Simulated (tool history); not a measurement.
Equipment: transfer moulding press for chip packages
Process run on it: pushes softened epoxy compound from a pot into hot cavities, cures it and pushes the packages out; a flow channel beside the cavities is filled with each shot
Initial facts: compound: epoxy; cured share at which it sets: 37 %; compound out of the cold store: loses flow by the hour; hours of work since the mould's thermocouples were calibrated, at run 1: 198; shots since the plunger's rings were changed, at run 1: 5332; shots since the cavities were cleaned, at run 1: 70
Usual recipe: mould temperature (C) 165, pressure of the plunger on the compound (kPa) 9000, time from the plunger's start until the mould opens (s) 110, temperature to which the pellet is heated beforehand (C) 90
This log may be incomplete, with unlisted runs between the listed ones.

run	hour	mould temperature (C)	pressure of the plunger on the compound (kPa)	time from the plunger's start until the mould opens (s)	temperature to which the pellet is heated beforehand (C)	hours of work since the mould's thermocouples were calibrated	shots since the plunger's rings were changed	shots since the cavities were cleaned	incoming compound's hours out of the cold store	length that the compound runs in the flow channel (mm)	greatest force on the pins that push the packages out (N)
1	0.0	165	9000	110	90	198	5332	70	15.9	465	372
2	14.4	165	9000	110	90	208	5498	236	11.9	472	409
3	27.5	165	9000	110	90	217	5650	388	31.6	431	458
4	45.8	165	9000	110	90	229	5862	600	15.1	458	478
5	60.2	165	9000	110	90	239	6029	767	41.1	412	503
# hour 66.7: plunger's sealing rings changed
# hour 72.4: cavities cleaned with cleaning compound and waxed
6	80.7	165	9000	110	90	250	144	96	20.3	515	378
7	99.2	165	9000	110	90	263	358	310	21.7	506	438
8	118.9	165	9000	110	90	276	586	538	45.6	462	472
9	127.7	165	9000	110	90	282	688	640	9.6	533	493
10	140.3	165	9000	110	90	291	834	786	40.3	468	479
# hour 147.6: cavities cleaned with cleaning compound and waxed
11	158.8	165	9000	110	90	302	1031	130	11.1	520	406
12	175.2	165	9000	110	90	313	1221	320	11.2	514	457
13	194.5	165	9000	98	90	327	1444	543	19.6	503	582
14	207.4	165	9000	98	90	335	1593	692	22.4	491	598
# hour 223.4: cavities cleaned with cleaning compound and waxed
15	229.6	165	9000	110	90	349	1832	71	31.3	475	350
16	239.8	165	9000	110	90	356	1951	190	43.0	447	395

Run 17 has not been measured yet. What should we expect?
17	257.2	165	9000	110	90	368	2152	391	32.6	?	?

Run 17 produced length that the compound runs in the flow channel (mm) 471, greatest force on the pins that push the packages out (N) 453.
The same run, on a tool lacking any hidden state, would have yielded length that the compound runs in the flow channel (mm) 494, greatest force on the pins that push the packages out (N) 326.
